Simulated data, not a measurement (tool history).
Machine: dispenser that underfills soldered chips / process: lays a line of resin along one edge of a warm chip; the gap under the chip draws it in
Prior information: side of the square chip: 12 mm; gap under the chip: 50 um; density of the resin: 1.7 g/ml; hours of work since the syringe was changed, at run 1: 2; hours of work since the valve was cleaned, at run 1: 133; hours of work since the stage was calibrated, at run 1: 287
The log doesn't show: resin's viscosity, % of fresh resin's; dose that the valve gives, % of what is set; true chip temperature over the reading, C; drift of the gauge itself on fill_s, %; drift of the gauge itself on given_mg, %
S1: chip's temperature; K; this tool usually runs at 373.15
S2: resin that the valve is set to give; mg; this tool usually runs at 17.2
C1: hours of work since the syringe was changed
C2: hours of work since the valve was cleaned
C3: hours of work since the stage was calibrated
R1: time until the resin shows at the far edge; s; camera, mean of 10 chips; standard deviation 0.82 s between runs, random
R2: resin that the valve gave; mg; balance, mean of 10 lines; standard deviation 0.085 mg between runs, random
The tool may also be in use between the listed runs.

| run | hour | S1 | S2 | C1 | C2 | C3 | R1 | R2 |
|---|---|---|---|---|---|---|---|---|
| 1 | 0.0 | 373.15 | 17.2 | 2 | 133 | 287 | 88.6 | 15.13 |
| 2 | 10.1 | 365.15 | 17.2 | 8 | 139 | 294 | 156.3 | 15.25 |
|  | 13.9 | new syringe of resin |
|  | 20.3 | dispensing valve cleaned and set on the balance |
| 3 | 23.1 | 365.15 | 17.2 | 5 | 2 | 301 | 135.2 | 17.36 |
|  | 31.4 | new syringe of resin |
| 4 | 31.5 | 359.15 | 17.2 | 0 | 7 | 306 | 117.9 | 17.06 |
| 5 | 44.3 | 373.15 | 18.0 | 8 | 15 | 314 | 128.1 | 17.88 |
|  | 48.3 | new syringe of resin |
| 6 | 54.3 | 379.15 | 18.0 | 4 | 21 | 321 | 86.2 | 17.68 |
|  | 64.6 | new syringe of resin |
| 7 | 69.2 | 373.15 | 17.2 | 3 | 31 | 330 | 97.1 | 16.93 |
| 8 | 75.8 | 373.15 | 17.2 | 7 | 35 | 334 | 121.0 | 16.69 |
|  | 81.0 | new syringe of resin |
| 9 | 84.5 | 373.15 | 15.0 | 2 | 40 | 340 | 97.1 | 14.48 |
| 10 | 96.7 | 373.15 | 15.0 | 10 | 48 | 347 | 150.3 | 14.39 |
|  | 98.1 | new syringe of resin |
| 11 | 108.3 | 373.15 | 18.0 | 7 | 55 | 355 | 120.5 | 17.24 |
|  | 114.5 | new syringe of resin |
| 12 | 122.3 | 373.15 | 18.0 | 5 | 64 | 364 | 108.8 | 17.07 |
|  | 131.5 | new syringe of resin |
| 13 | 134.2 | 373.15 | 19.5 | 2 | 72 | 371 | 89.1 | 18.36 |
| 14 | 147.2 | 373.15 | 19.0 | 10 | 80 | 379 | 140.0 | 17.57 |
|  | 148.3 | new syringe of resin |
| 15 | 161.1 | 373.15 | 17.2 | 8 | 89 | 388 | 133.1 | 15.98 |
|  | 165.1 | new syringe of resin |
| 16 | 169.9 | 373.15 | 17.2 | 3 | 94 | 394 | 100.9 | 15.88 |
| 17 | 178.0 | 373.15 | 17.2 | 8 | 99 | 399 | 135.0 | 15.71 |
|  | 181.3 | new syringe of resin |
| 18 | 192.4 | 373.15 | 16.6 | 7 | 108 | 408 | 126.8 | 15.07 |
|  | 198.3 | new syringe of resin |
| 19 | 202.4 | 373.15 | 16.6 | 3 | 115 | 414 | 99.4 | 15.02 |
| 20 | 212.8 | 374.15 | 17.4 | 9 | 121 | 421 | 139.6 | 15.52 |
|  | 214.8 | new syringe of resin |
| 21 | 220.2 | 374.15 | 17.4 | 3 | 126 | 425 | 99.6 | 15.48 |
|  | 223.4 | stage's temperature calibrated |
|  | 232.6 | new syringe of resin |
| 22 | 235.4 | 374.15 | 17.4 | 2 | 135 | 8 | 82.4 | 15.27 |
| 23 | 245.0 | 376.15 | 18.2 | 8 | 141 | 14 | 110.0 | 15.85 |
|  | 249.3 | new syringe of resin |
|  | 253.3 | dispensing valve cleaned and set on the balance |
| 24 | 260.2 | 373.15 | 16.0 | 6 | 4 | 23 | 113.3 | 15.80 |
|  | 267.4 | new syringe of resin |
| 25 | 272.9 | 373.15 | 16.0 | 4 | 12 | 31 | 97.3 | 15.79 |
| 26 | 280.6 | 377.15 | 21.2 | 8 | 17 | 35 | 108.1 | 20.78 |
|  | 283.6 | new syringe of resin |
| 27 | 288.7 | 387.15 | 15.1 | 3 | 22 | 40 | 68.0 | 14.89 |
|  | 300.4 | new syringe of resin |
| 28 | 301.9 | 384.15 | 15.1 | 1 | 31 | 49 | 64.6 | 14.76 |
| 29 | 310.8 | 385.15 | 22.2 | 7 | 36 | 54 | 80.2 | 21.48 |
|  | 316.6 | new syringe of resin |
| 30 | 324.3 | 385.15 | 22.2 | 5 | 45 | 63 | 73.0 | 21.56 |
|  | 333.5 | new syringe of resin |
| 31 | 338.1 | 358.15 | 16.9 | 3 | 53 | 72 | 143.4 | 16.26 |
| 32 | 348.8 | 372.15 | 20.4 | 10 | 60 | 78 | 135.5 | 19.43 |
|  | 350.3 | new syringe of resin |
| 33 | 356.6 | 360.15 | 20.4 | 4 | 65 | 83 | 135.3 | 19.21 |
|  | 367.0 | new syringe of resin |
| 34 | 370.5 | 359.15 | 20.2 | 2 | 74 | 92 | 126.2 | 18.95 |
| 35 | 381.4 | 359.15 | 20.2 | 9 | 81 | 99 | 185.8 | 18.66 |

4 ways to go on from here, each from the tool as it stands after run 35. What would each give?
|  | 383.4 | new syringe of resin |
| A | 395.7 | 373.15 | 16.0 | 8 | 90 | 108 | ? | ? |
|  | 383.4 | new syringe of resin |
| B | 395.7 | 359.15 | 17.9 | 8 | 90 | 108 | ? | ? |
|  | 383.4 | new syringe of resin |
| C | 395.7 | 373.15 | 14.8 | 8 | 90 | 108 | ? | ? |
|  | 383.4 | new syringe of resin |
| D | 395.7 | 359.15 | 19.1 | 8 | 90 | 108 | ? | ? |

| run | R1 | R2 |
|---|---|---|
| A | 129.2 | 14.74 |
| B | 179.7 | 16.50 |
| C | 130.2 | 13.75 |
| D | 174.8 | 17.61 |
Take away the tool's hidden state, keep each run's random variation, and the runs would have read:
| run | R1 | R2 |
|---|---|---|
| A | 78.9 | 16.00 |
| B | 110.6 | 17.90 |
| C | 79.1 | 14.92 |
| D | 108.1 | 19.11 |
